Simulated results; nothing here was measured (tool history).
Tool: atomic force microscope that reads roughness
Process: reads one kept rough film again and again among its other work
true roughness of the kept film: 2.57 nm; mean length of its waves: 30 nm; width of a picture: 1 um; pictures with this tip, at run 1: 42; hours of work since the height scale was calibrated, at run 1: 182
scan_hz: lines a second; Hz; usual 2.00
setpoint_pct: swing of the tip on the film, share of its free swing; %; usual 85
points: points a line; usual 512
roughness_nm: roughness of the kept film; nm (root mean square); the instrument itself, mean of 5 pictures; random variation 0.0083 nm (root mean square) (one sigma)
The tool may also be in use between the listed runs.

run,hour,scan_hz,setpoint_pct,points,pictures with this tip,hours of work since the height scale was calibrated,roughness_nm
1,0.0,2.00,85,512,42,182,1.704
2,4.8,2.00,59,512,47,186,2.020
3,12.6,2.00,85,279,56,191,1.647
4,23.6,2.00,85,279,68,199,1.617
5,34.4,2.00,85,512,80,207,1.608
# hour 45.9: new tip fitted
6,45.9,2.00,85,512,0,215,1.790
7,55.5,2.00,85,512,11,222,1.755
8,63.6,2.00,85,411,19,228,1.734
9,71.8,2.00,85,411,29,234,1.714
10,82.5,2.00,85,512,40,242,1.691
11,88.4,2.00,85,512,47,246,1.677
12,96.4,2.00,85,512,56,252,1.666
13,108.3,2.00,85,512,69,260,1.628
14,119.0,2.00,85,512,81,268,1.591
15,123.9,2.00,76,512,86,272,1.708
# hour 129.7: new tip fitted
16,136.2,2.00,76,512,7,280,1.911
17,148.1,2.00,76,512,20,289,1.873
18,155.9,2.00,76,512,29,295,1.855
19,165.9,2.00,82,512,40,302,1.720
20,172.9,2.00,85,512,47,307,1.659
21,178.4,2.00,85,512,53,311,1.663
22,183.3,2.00,85,512,59,315,1.622
23,193.6,2.00,85,512,70,322,1.605
24,204.4,2.00,85,920,82,330,1.589
25,211.7,2.00,85,626,90,335,1.561
# hour 213.7: new tip fitted
26,221.0,0.97,59,665,8,342,2.191
27,231.3,1.54,73,759,19,349,1.991
28,239.4,1.54,73,759,28,355,1.968
29,245.2,1.54,73,759,34,359,1.953
30,251.9,1.54,73,759,42,364,1.921
31,262.7,1.54,73,334,54,372,1.875
32,267.9,2.31,59,570,60,376,1.936
33,276.8,1.57,72,646,69,382,1.851
34,288.1,1.31,73,512,82,390,1.837
35,293.6,2.75,64,776,88,394,1.795
# hour 297.7: new tip fitted
36,299.2,2.01,69,390,1,398,2.029
37,309.0,2.01,69,390,12,405,2.013
38,314.0,2.00,64,261,18,409,2.026
39,321.5,0.68,61,261,26,414,2.107
40,326.6,0.62,77,401,32,418,2.057
41,333.4,2.12,77,401,39,423,1.786
42,342.8,3.39,85,512,49,430,1.457
43,354.3,1.29,76,324,62,438,1.853
44,362.8,2.00,85,812,72,444,1.610
45,372.3,1.99,86,893,82,451,1.573
# hour 381.5: new tip fitted
46,381.7,0.71,72,874,0,458,2.176
47,390.6,0.65,72,471,10,464,2.151
48,399.0,1.35,57,977,19,470,2.131
49,410.6,1.35,57,977,32,479,2.090

Hidden state or all else? Some run-to-run changes of roughness_nm, split into what the settings, what came in and random variation would give without the hidden state, and what is left for the hidden state (with any gauge scatter that isn't in both results):
The hidden state here: radius of the tip, nm; height scale over the true one, %; drift of the gauge itself on roughness_nm, %.
Run 25 -> 26: scan_hz 2.00 -> 0.97, setpoint_pct 85 -> 59, points 626 -> 665, new tip fitted. roughness_nm +0.630 nm (root mean square): hidden state +0.203, all else +0.427.
Run 35 -> 36: scan_hz 2.75 -> 2.01, setpoint_pct 64 -> 69, points 776 -> 390, new tip fitted. roughness_nm +0.234 nm (root mean square): hidden state +0.253, all else -0.019.
Run 42 -> 43: scan_hz 3.39 -> 1.29, setpoint_pct 85 -> 76, points 512 -> 324. roughness_nm +0.396 nm (root mean square): hidden state -0.075, all else +0.471.
Run 45 -> 46: scan_hz 1.99 -> 0.71, setpoint_pct 86 -> 72, points 893 -> 874, new tip fitted. roughness_nm +0.603 nm (root mean square): hidden state +0.200, all else +0.403.

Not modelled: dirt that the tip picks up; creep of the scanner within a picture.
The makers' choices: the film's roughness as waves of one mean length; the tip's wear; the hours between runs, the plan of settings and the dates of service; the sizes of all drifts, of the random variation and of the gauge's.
